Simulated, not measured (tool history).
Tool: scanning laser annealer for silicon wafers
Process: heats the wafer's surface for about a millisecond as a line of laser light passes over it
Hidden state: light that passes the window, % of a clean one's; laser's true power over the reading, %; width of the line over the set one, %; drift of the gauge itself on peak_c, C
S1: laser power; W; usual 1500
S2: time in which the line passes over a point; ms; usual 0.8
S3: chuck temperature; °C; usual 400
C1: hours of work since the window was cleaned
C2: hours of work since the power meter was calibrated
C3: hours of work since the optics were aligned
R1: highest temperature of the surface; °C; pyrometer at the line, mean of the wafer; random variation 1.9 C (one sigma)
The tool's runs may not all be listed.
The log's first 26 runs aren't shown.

{"run": 27, "hour": 307.8, "S1": 1500, "S2": 0.935, "S3": 370, "C1": 346, "C2": 441, "C3": 1065, "R1": 1094}
{"run": 28, "hour": 319.7, "S1": 1500, "S2": 0.935, "S3": 370, "C1": 355, "C2": 449, "C3": 1074, "R1": 1095}
{"run": 29, "hour": 329.3, "S1": 1364, "S2": 0.935, "S3": 432, "C1": 362, "C2": 456, "C3": 1081, "R1": 1092}
{"run": 30, "hour": 344.3, "S1": 1364, "S2": 0.935, "S3": 432, "C1": 372, "C2": 467, "C3": 1091, "R1": 1088}
{"run": 31, "hour": 355.8, "S1": 1364, "S2": 0.749, "S3": 381, "C1": 381, "C2": 475, "C3": 1100, "R1": 965}
{"hour": 373.3, "done": "window over the wafer cleaned"}
{"run": 32, "hour": 373.3, "S1": 1461, "S2": 0.704, "S3": 433, "C1": 0, "C2": 486, "C3": 1111, "R1": 1068}
{"run": 33, "hour": 385.4, "S1": 1461, "S2": 0.704, "S3": 433, "C1": 9, "C2": 495, "C3": 1120, "R1": 1066}
{"run": 34, "hour": 398.9, "S1": 1558, "S2": 0.824, "S3": 371, "C1": 18, "C2": 505, "C3": 1129, "R1": 1102}
{"run": 35, "hour": 410.3, "S1": 1614, "S2": 0.824, "S3": 371, "C1": 27, "C2": 513, "C3": 1138, "R1": 1129}

5 ways to go on from here, each from the tool as it stands after run 35. What would each give?
{"run": "A", "hour": 423.0, "S1": 1614, "S2": 0.822, "S3": 400, "C1": 36, "C2": 522, "C3": 1147, "R1": "?"}
{"run": "B", "hour": 423.0, "S1": 1359, "S2": 0.821, "S3": 400, "C1": 36, "C2": 522, "C3": 1147, "R1": "?"}
{"run": "C", "hour": 423.0, "S1": 1301, "S2": 0.631, "S3": 415, "C1": 36, "C2": 522, "C3": 1147, "R1": "?"}
{"run": "D", "hour": 423.0, "S1": 1500, "S2": 0.594, "S3": 422, "C1": 36, "C2": 522, "C3": 1147, "R1": "?"}
{"run": "E", "hour": 423.0, "S1": 1607, "S2": 0.577, "S3": 400, "C1": 36, "C2": 522, "C3": 1147, "R1": "?"}

run=A R1=1155
run=B R1=1038
run=C R1=946
run=D R1=1013
run=E R1=1028
Without the tool's hidden state the same runs would have given:
run=A R1=1173
run=B R1=1053
run=C R1=958
run=D R1=1027
run=E R1=1043
